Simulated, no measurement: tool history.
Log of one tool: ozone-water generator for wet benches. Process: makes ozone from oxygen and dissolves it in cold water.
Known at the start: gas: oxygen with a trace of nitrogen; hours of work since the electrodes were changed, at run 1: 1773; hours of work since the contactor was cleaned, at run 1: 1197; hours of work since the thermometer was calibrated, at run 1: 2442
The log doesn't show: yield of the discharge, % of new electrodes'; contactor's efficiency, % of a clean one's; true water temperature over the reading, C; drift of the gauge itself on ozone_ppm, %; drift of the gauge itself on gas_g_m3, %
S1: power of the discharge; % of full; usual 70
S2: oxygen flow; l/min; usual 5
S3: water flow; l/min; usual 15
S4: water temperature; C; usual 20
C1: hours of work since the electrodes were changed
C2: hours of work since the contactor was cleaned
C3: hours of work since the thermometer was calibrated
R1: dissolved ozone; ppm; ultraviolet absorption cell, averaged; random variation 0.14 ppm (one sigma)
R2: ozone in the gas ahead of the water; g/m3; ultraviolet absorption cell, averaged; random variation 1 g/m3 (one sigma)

Run 1, day 0: usual settings; C1 1773; C2 1197; C3 2442. Result: R1 13.8 ppm, R2 157.9 g/m3.
Run 2, day 1.088: usual settings; C1 1798; C2 1222; C3 2466. Result: R1 14 ppm, R2 159.5 g/m3.
Run 3, day 1.942: usual settings; C1 1818; C2 1241; C3 2486. Result: R1 13.5 ppm, R2 158.8 g/m3.
Run 4, day 2.829: usual settings; C1 1838; C2 1262; C3 2506. Result: R1 13.9 ppm, R2 160.3 g/m3.
Run 5, day 3.9: usual settings; C1 1862; C2 1286; C3 2531. Result: R1 13.7 ppm, R2 157.2 g/m3.
Run 6, day 5.542: usual settings; C1 1900; C2 1323; C3 2568. Result: R1 13.4 ppm, R2 159.8 g/m3.
Run 7, day 6.975: usual settings; C1 1933; C2 1356; C3 2601. Result: R1 13.7 ppm, R2 159.5 g/m3.
Run 8, day 8.625: usual settings; C1 1970; C2 1394; C3 2638. Result: R1 13.7 ppm, R2 158.4 g/m3.
Run 9, day 10.125: usual settings but S2 3.68 l/min; C1 2005; C2 1428; C3 2673. Result: R1 13.4 ppm, R2 179.7 g/m3.
Run 10, day 11.904: usual settings but S2 4.83 l/min; C1 2045; C2 1469; C3 2713. Result: R1 13.6 ppm, R2 158.7 g/m3.
Run 11, day 13.088: usual settings but S2 4.83 l/min; C1 2072; C2 1496; C3 2740. Result: R1 13.3 ppm, R2 159.9 g/m3.
Run 12, day 14.142: usual settings; C1 2096; C2 1520; C3 2764. Result: R1 13.5 ppm, R2 157.6 g/m3.
Run 13, day 15.104: usual settings; C1 2118; C2 1542; C3 2786. Result: R1 13.2 ppm, R2 157.9 g/m3.
Run 14, day 16.354: usual settings but S1 87 % of full; C1 2147; C2 1570; C3 2815. Result: R1 15.1 ppm, R2 176.2 g/m3.
Run 15, day 17.704: usual settings but S1 87 % of full; C1 2178; C2 1601; C3 2846. Result: R1 15.1 ppm, R2 174.9 g/m3.
Run 16, day 18.862: usual settings but S1 87 % of full; C1 2204; C2 1628; C3 2872. Result: R1 14.8 ppm, R2 174.7 g/m3.
Run 17, day 19.812: usual settings but S2 4.74 l/min, S3 23 l/min, S4 26 C; C1 2226; C2 1649; C3 2894. Result: R1 8.3 ppm, R2 160.5 g/m3.
Run 18, day 20.746: usual settings but S1 76 % of full, S2 3.02 l/min, S3 14 l/min, S4 22 C; C1 2247; C2 1671; C3 2915. Result: R1 13.7 ppm, R2 203.5 g/m3.
Run 19, day 22.433: usual settings but S3 19 l/min; C1 2286; C2 1709; C3 2954. Result: R1 10.7 ppm, R2 154.3 g/m3.
Run 20, day 23.938: usual settings but S1 83 % of full, S2 8.37 l/min, S3 20 l/min, S4 14 C; C1 2320; C2 1743; C3 2988. Result: R1 12.5 ppm, R2 133 g/m3.
Run 21, day 25.271: usual settings but S1 83 % of full, S2 8.37 l/min, S3 20 l/min, S4 14 C; C1 2350; C2 1774; C3 3018. Result: R1 12.4 ppm, R2 134.5 g/m3.
Run 22, day 26.525: usual settings but S1 76 % of full, S2 7.24 l/min, S3 21 l/min, S4 14 C; C1 2379; C2 1802; C3 3047. Result: R1 11.5 ppm, R2 136.5 g/m3.
Run 23, day 27.8: usual settings but S1 76 % of full, S2 7.24 l/min, S3 21 l/min, S4 14 C; C1 2408; C2 1832; C3 3076. Result: R1 11.4 ppm, R2 136.7 g/m3.
Run 24, day 29.312: usual settings but S1 61 % of full, S2 7.24 l/min, S3 21 l/min, S4 13 C; C1 2443; C2 1866; C3 3111. Result: R1 10.3 ppm, R2 120.1 g/m3.
Run 25, day 30.342: usual settings but S2 8.25 l/min, S3 13 l/min, S4 22 C; C1 2466; C2 1890; C3 3134. Result: R1 13.4 ppm, R2 122.4 g/m3.
Run 26, day 31.704: usual settings but S1 41 % of full, S2 2.81 l/min, S3 13 l/min, S4 22 C; C1 2497; C2 1921; C3 3165. Result: R1 10.3 ppm, R2 148.8 g/m3.
Run 27, day 33.642: usual settings but S2 6.74 l/min, S4 17 C; C1 2541; C2 1965; C3 3210. Result: R1 13.7 ppm, R2 133.6 g/m3.
Run 28, day 35.508: usual settings but S2 6.74 l/min, S4 17 C; C1 2584; C2 2008; C3 3252. Result: R1 13.5 ppm, R2 133.2 g/m3.
Run 29, day 37.429: usual settings but S2 6.74 l/min, S4 17 C; C1 2628; C2 2051; C3 3296. Result: R1 13.5 ppm, R2 130.7 g/m3.
Run 30, day 38.762: usual settings but S2 4.8 l/min, S4 17 C; C1 2658; C2 2082; C3 3326. Result: R1 13.5 ppm, R2 154.6 g/m3.
Run 31, day 40.35: usual settings but S1 92 % of full, S2 4.8 l/min, S4 17 C; C1 2695; C2 2118; C3 3363. Result: R1 15.4 ppm, R2 176.4 g/m3.
Run 32, day 42.292: usual settings but S1 69 % of full, S2 4.8 l/min, S3 12 l/min, S4 26 C; C1 2739; C2 2162; C3 3407. Result: R1 13.4 ppm, R2 152.4 g/m3.

Some steps in R1 between neighbouring runs. How much of each would the tool show without its hidden state too (settings, what came in, random variation), and how much is left for the hidden state, with any gauge scatter that isn't in both results?
Run 16 -> 17: S1 87 -> 70, S2 5 -> 4.74, S3 15 -> 23, S4 20 -> 26. R1 -6.5 ppm: hidden state +1.6, all else -8.1.
Run 17 -> 18: S1 70 -> 76, S2 4.74 -> 3.02, S3 23 -> 14, S4 26 -> 22. R1 +5.4 ppm: hidden state -1.2, all else +6.6.
Run 25 -> 26: S1 70 -> 41, S2 8.25 -> 2.81. R1 -3.1 ppm: hidden state +1.3, all else -4.4.
Run 26 -> 27: S1 41 -> 70, S2 2.81 -> 6.74, S3 13 -> 15, S4 22 -> 17. R1 +3.4 ppm: hidden state -1.4, all else +4.8.

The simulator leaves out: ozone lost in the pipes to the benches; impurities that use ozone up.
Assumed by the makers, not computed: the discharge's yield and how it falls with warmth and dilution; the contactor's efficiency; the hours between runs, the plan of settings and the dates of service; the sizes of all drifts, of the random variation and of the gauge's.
